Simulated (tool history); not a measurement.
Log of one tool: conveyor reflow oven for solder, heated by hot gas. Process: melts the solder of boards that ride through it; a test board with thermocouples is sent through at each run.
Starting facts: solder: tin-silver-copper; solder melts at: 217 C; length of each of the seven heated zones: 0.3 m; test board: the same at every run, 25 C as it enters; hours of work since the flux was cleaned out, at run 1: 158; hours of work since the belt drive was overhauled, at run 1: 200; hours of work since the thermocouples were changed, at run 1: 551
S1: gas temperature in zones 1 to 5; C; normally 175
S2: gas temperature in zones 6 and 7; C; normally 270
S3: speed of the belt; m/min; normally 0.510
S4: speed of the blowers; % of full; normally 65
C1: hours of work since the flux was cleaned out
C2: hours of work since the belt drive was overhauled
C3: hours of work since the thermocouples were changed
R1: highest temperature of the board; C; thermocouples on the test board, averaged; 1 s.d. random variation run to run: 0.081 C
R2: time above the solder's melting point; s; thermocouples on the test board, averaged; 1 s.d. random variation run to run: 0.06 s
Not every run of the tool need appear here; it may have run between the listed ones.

Run 1, hour 0.0: usual settings; C1 158; C2 200; C3 551. Result: R1 251.08 C, R2 51.31 s.
Run 2, hour 21.1: usual settings; C1 169; C2 211; C3 561. Result: R1 251.10 C, R2 51.26 s.
Run 3, hour 49.3: usual settings but S3 0.550 m/min; C1 183; C2 225; C3 575. Result: R1 248.13 C, R2 44.97 s.
Run 4, hour 76.2: usual settings but S3 0.550 m/min; C1 196; C2 239; C3 589. Result: R1 248.08 C, R2 44.76 s.
Run 5, hour 104.8: usual settings but S3 0.550 m/min; C1 211; C2 253; C3 603. Result: R1 248.14 C, R2 44.74 s.
Run 6, hour 128.3: usual settings but S3 0.550 m/min; C1 222; C2 265; C3 615. Result: R1 248.15 C, R2 44.69 s.
Run 7, hour 154.9: usual settings but S3 0.550 m/min; C1 236; C2 278; C3 629. Result: R1 247.94 C, R2 44.76 s.
Run 8, hour 170.6: usual settings but S3 0.550 m/min; C1 244; C2 286; C3 637. Result: R1 248.02 C, R2 44.63 s.
Run 9, hour 193.6: usual settings but S3 0.475 m/min; C1 255; C2 298; C3 648. Result: R1 253.32 C, R2 57.30 s.
Run 10, hour 219.0: usual settings but S3 0.580 m/min; C1 268; C2 311; C3 661. Result: R1 245.75 C, R2 40.18 s.
Run 11, hour 236.4: usual settings but S2 263 C; C1 277; C2 319; C3 670. Result: R1 245.11 C, R2 46.60 s.
Run 12, hour 261.3: usual settings but S2 284 C; C1 289; C2 332; C3 682. Result: R1 262.50 C, R2 58.09 s.
At hour 268.2: flux residue cleaned out of gas plates and filters.
Run 13, hour 285.9: usual settings but S1 182 C; C1 9; C2 342; C3 692. Result: R1 253.79 C, R2 55.96 s.
Run 14, hour 316.7: usual settings but S1 182 C, S4 79 % of full; C1 24; C2 357; C3 708. Result: R1 256.49 C, R2 58.26 s.
Run 15, hour 341.8: usual settings but S1 182 C, S4 79 % of full; C1 37; C2 370; C3 720. Result: R1 256.51 C, R2 58.32 s.
Run 16, hour 357.8: usual settings but S1 180 C, S4 71 % of full; C1 45; C2 378; C3 728. Result: R1 254.62 C, R2 56.19 s.
Run 17, hour 370.8: usual settings but S1 183 C, S2 260 C, S3 0.587 m/min, S4 68 % of full; C1 52; C2 385; C3 735. Result: R1 241.70 C, R2 39.83 s.
Run 18, hour 388.6: usual settings but S1 185 C; C1 61; C2 393; C3 744. Result: R1 254.39 C, R2 57.47 s.
Run 19, hour 407.7: usual settings but S1 185 C, S2 271 C, S3 0.525 m/min, S4 87 % of full; C1 70; C2 403; C3 753. Result: R1 258.26 C, R2 58.60 s.
Run 20, hour 429.1: usual settings but S1 185 C, S2 262 C, S3 0.525 m/min, S4 75 % of full; C1 81; C2 414; C3 764. Result: R1 248.74 C, R2 52.58 s.
Run 21, hour 446.2: usual settings but S1 185 C, S2 262 C, S3 0.525 m/min, S4 75 % of full; C1 90; C2 422; C3 773. Result: R1 248.55 C, R2 52.59 s.
Run 22, hour 471.5: usual settings but S1 167 C; C1 102; C2 435; C3 785. Result: R1 250.44 C, R2 48.54 s.
Run 23, hour 498.7: usual settings but S1 176 C, S2 276 C; C1 116; C2 449; C3 799. Result: R1 257.26 C, R2 56.01 s.
At hour 503.7: thermocouples of zones 6 and 7 changed.
Run 24, hour 523.9: usual settings but S1 186 C, S2 280 C, S3 0.550 m/min, S4 71 % of full; C1 128; C2 461; C3 10. Result: R1 259.16 C, R2 56.21 s.
Run 25, hour 553.9: usual settings but S1 186 C, S2 280 C, S3 0.550 m/min, S4 71 % of full; C1 143; C2 476; C3 25. Result: R1 259.02 C, R2 55.93 s.
Run 26, hour 585.1: usual settings but S1 186 C, S2 280 C, S3 0.550 m/min, S4 71 % of full; C1 158; C2 491; C3 41. Result: R1 258.86 C, R2 55.98 s.
Run 27, hour 598.6: usual settings but S1 172 C, S2 269 C; C1 165; C2 498; C3 48. Result: R1 248.44 C, R2 48.60 s.
Run 28, hour 628.8: usual settings but S1 172 C, S2 269 C; C1 180; C2 513; C3 63. Result: R1 248.23 C, R2 48.37 s.
Run 29, hour 643.0: usual settings but S1 174 C, S2 260 C, S3 0.413 m/min, S4 89 % of full; C1 188; C2 520; C3 70. Result: R1 250.50 C, R2 66.81 s.
Run 30, hour 674.9: usual settings but S1 163 C, S4 79 % of full; C1 204; C2 537; C3 86. Result: R1 250.36 C, R2 47.91 s.

Alternative continuations, all from the tool just after run 30; predict every row:
Run A, hour 702.2: usual settings but S1 163 C, S2 268 C, S3 0.417 m/min, S4 74 % of full; C1 217; C2 550; C3 100. Result: R1 ?, R2 ?.
Run B, hour 702.2: usual settings but S2 266 C, S3 0.585 m/min, S4 73 % of full; C1 217; C2 550; C3 100. Result: R1 ?, R2 ?.
Run C, hour 702.2: usual settings but S1 163 C, S2 266 C, S4 83 % of full; C1 217; C2 550; C3 100. Result: R1 ?, R2 ?.

run      R1     R2
  A  254.10  63.67
  B  243.12  38.69
  C  247.58  46.20
With no hidden state in the tool, these same runs would have given:
run      R1     R2
  A  255.21  64.28
  B  244.49  39.76
  C  248.95  47.19

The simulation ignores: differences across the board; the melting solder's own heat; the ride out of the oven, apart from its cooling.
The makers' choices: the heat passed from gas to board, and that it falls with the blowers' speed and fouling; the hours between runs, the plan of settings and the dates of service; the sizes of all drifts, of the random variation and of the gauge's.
